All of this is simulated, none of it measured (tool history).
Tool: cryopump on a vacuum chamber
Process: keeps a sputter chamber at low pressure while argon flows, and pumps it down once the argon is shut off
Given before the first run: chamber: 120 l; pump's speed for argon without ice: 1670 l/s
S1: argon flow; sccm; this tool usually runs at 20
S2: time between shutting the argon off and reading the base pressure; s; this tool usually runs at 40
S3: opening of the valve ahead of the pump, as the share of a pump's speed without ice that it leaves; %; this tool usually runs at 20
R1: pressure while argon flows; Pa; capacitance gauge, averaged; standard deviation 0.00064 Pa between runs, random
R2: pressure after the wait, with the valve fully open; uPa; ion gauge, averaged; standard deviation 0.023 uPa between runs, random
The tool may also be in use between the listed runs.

run,hour,S1,S2,S3,R1,R2
1,0,20,40,20,0.1022,1.06
2,20.9,20,40,20,0.1012,1.12
3,55.8,20,40,20,0.1031,1.12
4,83,25,40,20,0.1297,1.18
5,108.8,20,40,20,0.1027,1.15
6,129.6,20,40,23,0.0897,1.17
7,154.4,20,40,23,0.0894,1.16
8,186,20,40,23,0.0907,1.2
9,207.2,20,40,20,0.1037,1.12
10,232.2,20,40,20,0.103,1.18
11,267.7,26,40,20,0.1352,1.19
12,283.9,20,20,20,0.1043,1.88
13,302,20,81,20,0.1053,0.88
14,325.3,20,81,20,0.1062,0.88
15,352.8,26,40,20,0.137,1.22
16,380.1,9,40,20,0.0472,1.25
17,416.7,20,40,20,0.1066,1.25
18,446,10,24,34,0.0326,1.7
19,480.8,10,176,49,0.0237,0.83
20,505,10,176,49,0.0239,0.85
21,533.3,13,87,32,0.046,1
22,559.5,15,73,15,0.1065,1.04
23,594.1,17,37,19,0.0979,1.45
24,615.2,21,21,53,0.0489,2.01
25,651.8,20,115,24,0.0941,1.01
# hour 681.3: pump warmed up, emptied and cooled again
26,685.8,11,115,60,0.0184,0.77
27,706.5,10,138,44,0.0224,0.75
28,723.6,20,138,46,0.0438,0.74
29,750.4,20,138,46,0.0444,0.76
30,778.1,15,24,46,0.0333,1.66
31,803.1,15,24,46,0.0338,1.69
32,831.7,15,24,46,0.0352,1.64
33,869.3,15,24,46,0.035,1.66
34,890.5,15,24,46,0.0348,1.67

Alternative continuations, all from the tool just after run 34; predict every row:
A,917.8,21,69,20,?,?
B,917.8,22,25,51,?,?
C,917.8,13,24,39,?,?
D,917.8,20,24,46,?,?

run,R1,R2
A,0.1091,1.01
B,0.0478,1.68
C,0.0368,1.72
D,0.0471,1.76
Had the tool no hidden state, the same runs would have come out as:
run,R1,R2
A,0.106,0.53
B,0.0446,1.2
C,0.0349,1.23
D,0.0442,1.26
